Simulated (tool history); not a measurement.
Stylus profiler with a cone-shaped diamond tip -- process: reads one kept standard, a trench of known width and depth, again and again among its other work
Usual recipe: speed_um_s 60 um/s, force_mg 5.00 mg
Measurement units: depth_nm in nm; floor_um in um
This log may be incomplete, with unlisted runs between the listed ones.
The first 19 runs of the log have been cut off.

run,hour,speed_um_s,force_mg,scans with this tip,hours of work since the height scale was calibrated,depth_nm,floor_um
20,754.1,60,5.00,15752,1180,203.68,27.01
21,802.3,15,5.00,16051,1203,203.55,27.08
22,833.6,60,12.34,16244,1217,207.41,27.06
23,857.7,60,12.34,16393,1228,207.32,27.01
24,894.7,16,4.89,16622,1245,203.60,27.10
25,939.5,60,3.31,16899,1266,202.51,26.90
26,975.2,238,7.21,17120,1283,204.85,26.58
27,1026.4,24,3.70,17437,1307,202.65,27.04
28,1079.9,181,2.49,17768,1331,201.84,26.43
29,1129.9,217,6.35,18077,1354,204.22,26.58
30,1169.7,183,6.35,18324,1373,204.20,26.63
31,1199.8,39,7.65,18510,1387,204.92,26.99

Estimate the outcome of run 32 from the log above:
32,1254.1,100,10.47,18846,1412,?,?

depth_nm: 206.33 nm
floor_um: 26.81 um
With no hidden state in the tool, this same run would have given depth_nm 207.46 nm, floor_um 27.82 um.
